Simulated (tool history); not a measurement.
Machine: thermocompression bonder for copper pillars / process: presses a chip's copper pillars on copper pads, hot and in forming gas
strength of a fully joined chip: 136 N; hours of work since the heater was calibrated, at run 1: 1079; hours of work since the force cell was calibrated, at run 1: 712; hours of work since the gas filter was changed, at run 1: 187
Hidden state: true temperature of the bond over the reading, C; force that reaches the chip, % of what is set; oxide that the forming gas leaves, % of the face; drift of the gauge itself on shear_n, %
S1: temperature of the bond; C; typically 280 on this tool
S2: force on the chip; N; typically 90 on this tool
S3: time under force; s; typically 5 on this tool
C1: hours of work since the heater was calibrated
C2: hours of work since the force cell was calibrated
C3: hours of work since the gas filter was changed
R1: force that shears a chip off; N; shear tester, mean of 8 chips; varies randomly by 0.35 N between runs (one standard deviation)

{"run": 1, "hour": 0.0, "S1": 280, "S2": 90, "S3": 5, "C1": 1079, "C2": 712, "C3": 187, "R1": 101.3}
{"run": 2, "hour": 20.3, "S1": 280, "S2": 90, "S3": 5, "C1": 1090, "C2": 723, "C3": 198, "R1": 101.1}
{"run": 3, "hour": 40.1, "S1": 280, "S2": 90, "S3": 5, "C1": 1100, "C2": 734, "C3": 209, "R1": 100.9}
{"run": 4, "hour": 75.6, "S1": 261, "S2": 90, "S3": 5, "C1": 1120, "C2": 753, "C3": 228, "R1": 84.6}
{"run": 5, "hour": 96.4, "S1": 280, "S2": 90, "S3": 8, "C1": 1131, "C2": 765, "C3": 240, "R1": 110.7}
{"hour": 123.1, "done": "forming gas filter changed"}
{"run": 6, "hour": 123.1, "S1": 280, "S2": 90, "S3": 8, "C1": 1145, "C2": 779, "C3": 0, "R1": 110.8}
{"run": 7, "hour": 159.8, "S1": 280, "S2": 90, "S3": 8, "C1": 1165, "C2": 799, "C3": 20, "R1": 110.6}
{"run": 8, "hour": 175.8, "S1": 280, "S2": 88, "S3": 5, "C1": 1174, "C2": 808, "C3": 29, "R1": 98.8}
{"run": 9, "hour": 211.2, "S1": 280, "S2": 88, "S3": 15, "C1": 1193, "C2": 827, "C3": 48, "R1": 120.6}
{"run": 10, "hour": 241.0, "S1": 280, "S2": 90, "S3": 5, "C1": 1209, "C2": 843, "C3": 64, "R1": 99.9}
{"run": 11, "hour": 264.8, "S1": 280, "S2": 90, "S3": 5, "C1": 1222, "C2": 856, "C3": 77, "R1": 99.4}
{"run": 12, "hour": 286.3, "S1": 280, "S2": 90, "S3": 8, "C1": 1234, "C2": 867, "C3": 88, "R1": 109.1}
{"run": 13, "hour": 315.5, "S1": 280, "S2": 90, "S3": 8, "C1": 1249, "C2": 883, "C3": 104, "R1": 110.0}
{"run": 14, "hour": 345.8, "S1": 280, "S2": 90, "S3": 8, "C1": 1266, "C2": 900, "C3": 121, "R1": 109.1}
{"run": 15, "hour": 381.4, "S1": 280, "S2": 125, "S3": 5, "C1": 1285, "C2": 919, "C3": 140, "R1": 114.3}
{"hour": 396.9, "done": "gauge calibrated"}
{"run": 16, "hour": 410.3, "S1": 288, "S2": 125, "S3": 5, "C1": 1301, "C2": 935, "C3": 156, "R1": 121.5}
{"run": 17, "hour": 437.0, "S1": 258, "S2": 90, "S3": 5, "C1": 1315, "C2": 949, "C3": 170, "R1": 82.0}
{"run": 18, "hour": 464.9, "S1": 258, "S2": 90, "S3": 3, "C1": 1330, "C2": 964, "C3": 185, "R1": 70.3}
{"run": 19, "hour": 500.4, "S1": 280, "S2": 90, "S3": 5, "C1": 1350, "C2": 983, "C3": 205, "R1": 99.9}
{"run": 20, "hour": 519.0, "S1": 280, "S2": 90, "S3": 5, "C1": 1360, "C2": 994, "C3": 215, "R1": 100.2}
{"run": 21, "hour": 542.7, "S1": 263, "S2": 134, "S3": 11, "C1": 1373, "C2": 1006, "C3": 227, "R1": 122.1}
{"run": 22, "hour": 560.0, "S1": 273, "S2": 59, "S3": 8, "C1": 1382, "C2": 1016, "C3": 237, "R1": 82.5}
{"hour": 577.1, "done": "heater calibrated with a thermocouple chip"}
{"run": 23, "hour": 585.1, "S1": 292, "S2": 112, "S3": 12, "C1": 4, "C2": 1028, "C3": 249, "R1": 128.8}
{"hour": 595.0, "done": "forming gas filter changed"}
{"run": 24, "hour": 611.2, "S1": 292, "S2": 112, "S3": 12, "C1": 18, "C2": 1042, "C3": 9, "R1": 128.8}
{"run": 25, "hour": 646.8, "S1": 292, "S2": 112, "S3": 12, "C1": 38, "C2": 1061, "C3": 28, "R1": 129.5}
{"run": 26, "hour": 676.8, "S1": 292, "S2": 112, "S3": 12, "C1": 54, "C2": 1078, "C3": 44, "R1": 129.2}
{"run": 27, "hour": 706.0, "S1": 280, "S2": 62, "S3": 5, "C1": 70, "C2": 1094, "C3": 60, "R1": 78.7}
{"run": 28, "hour": 740.7, "S1": 280, "S2": 62, "S3": 5, "C1": 88, "C2": 1112, "C3": 79, "R1": 78.5}
{"run": 29, "hour": 768.7, "S1": 280, "S2": 62, "S3": 5, "C1": 104, "C2": 1128, "C3": 94, "R1": 78.9}
{"run": 30, "hour": 793.6, "S1": 274, "S2": 90, "S3": 5, "C1": 117, "C2": 1141, "C3": 108, "R1": 93.6}
{"run": 31, "hour": 819.5, "S1": 257, "S2": 90, "S3": 13, "C1": 131, "C2": 1155, "C3": 122, "R1": 102.9}
{"run": 32, "hour": 844.6, "S1": 297, "S2": 70, "S3": 3, "C1": 145, "C2": 1169, "C3": 135, "R1": 85.7}
{"run": 33, "hour": 881.9, "S1": 297, "S2": 70, "S3": 3, "C1": 165, "C2": 1189, "C3": 155, "R1": 85.4}
{"run": 34, "hour": 906.7, "S1": 297, "S2": 70, "S3": 3, "C1": 178, "C2": 1202, "C3": 169, "R1": 84.8}
{"run": 35, "hour": 922.9, "S1": 271, "S2": 90, "S3": 11, "C1": 187, "C2": 1211, "C3": 178, "R1": 108.5}
{"run": 36, "hour": 953.5, "S1": 310, "S2": 68, "S3": 4, "C1": 204, "C2": 1228, "C3": 194, "R1": 99.2}
{"run": 37, "hour": 979.0, "S1": 285, "S2": 104, "S3": 3, "C1": 218, "C2": 1241, "C3": 208, "R1": 97.6}
{"run": 38, "hour": 997.9, "S1": 280, "S2": 101, "S3": 3, "C1": 228, "C2": 1252, "C3": 218, "R1": 92.0}
{"run": 39, "hour": 1023.5, "S1": 301, "S2": 86, "S3": 8, "C1": 242, "C2": 1266, "C3": 232, "R1": 116.9}
{"run": 40, "hour": 1050.1, "S1": 295, "S2": 104, "S3": 9, "C1": 256, "C2": 1280, "C3": 247, "R1": 122.1}

3 options for the next run, each taken on its own from the tool as it stands now. Forecast them:
{"hour": 1062.6, "done": "forming gas filter changed"}
{"run": "A", "hour": 1086.7, "S1": 257, "S2": 99, "S3": 9, "C1": 276, "C2": 1300, "C3": 13, "R1": "?"}
{"hour": 1062.6, "done": "forming gas filter changed"}
{"run": "B", "hour": 1086.7, "S1": 255, "S2": 88, "S3": 3, "C1": 276, "C2": 1300, "C3": 13, "R1": "?"}
{"hour": 1062.6, "done": "forming gas filter changed"}
{"run": "C", "hour": 1086.7, "S1": 295, "S2": 104, "S3": 5, "C1": 276, "C2": 1300, "C3": 13, "R1": "?"}

run=A R1=98.1
run=B R1=64.3
run=C R1=113.1
What these runs would have given with no unlogged condition in the tool:
run=A R1=102.1
run=B R1=66.9
run=C R1=117.7
